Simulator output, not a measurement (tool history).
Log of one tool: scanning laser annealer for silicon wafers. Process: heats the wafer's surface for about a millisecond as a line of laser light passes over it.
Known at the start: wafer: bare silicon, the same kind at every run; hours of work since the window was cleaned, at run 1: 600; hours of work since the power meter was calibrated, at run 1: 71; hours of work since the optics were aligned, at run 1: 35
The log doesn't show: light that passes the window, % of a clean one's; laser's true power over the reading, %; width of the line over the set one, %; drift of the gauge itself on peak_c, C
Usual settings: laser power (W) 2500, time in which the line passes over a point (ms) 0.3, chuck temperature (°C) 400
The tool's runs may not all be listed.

run,hour,laser power (W),time in which the line passes over a point (ms),chuck temperature (°C),hours of work since the window was cleaned,hours of work since the power meter was calibrated,hours of work since the optics were aligned,highest temperature of the surface (°C)
1,0,2500,0.3,400,600,71,35,1179
2,29.9,2500,0.3,400,624,94,58,1178
3,59.2,2500,0.3,400,646,117,81,1175
4,82,2500,0.3,400,664,135,99,1175
5,112.7,2500,0.3,400,688,159,123,1175
6,131.8,2500,0.3,400,703,174,138,1176
7,157.8,2522,0.3,400,723,194,158,1180
8,190.9,2252,0.243,432,749,220,184,1067
9,209.3,2707,0.303,429,763,234,198,1268
10,225.3,2351,0.305,438,776,247,211,1172
11,248.9,2351,0.305,438,794,265,229,1168
12,273,2470,0.3,367,813,284,248,1129

4 ways to go on from here, each from the tool as it stands after run 12. What would each give?
A,304.5,2500,0.3,418,838,308,272,?
B,304.5,2500,0.313,422,838,308,272,?
C,304.5,2575,0.284,432,838,308,272,?
D,304.5,2500,0.378,400,838,308,272,?

run,highest temperature of the surface (°C)
A,1187
B,1209
C,1206
D,1255
Without the tool's hidden state the same runs would have given:
run,highest temperature of the surface (°C)
A,1209
B,1231
C,1227
D,1279
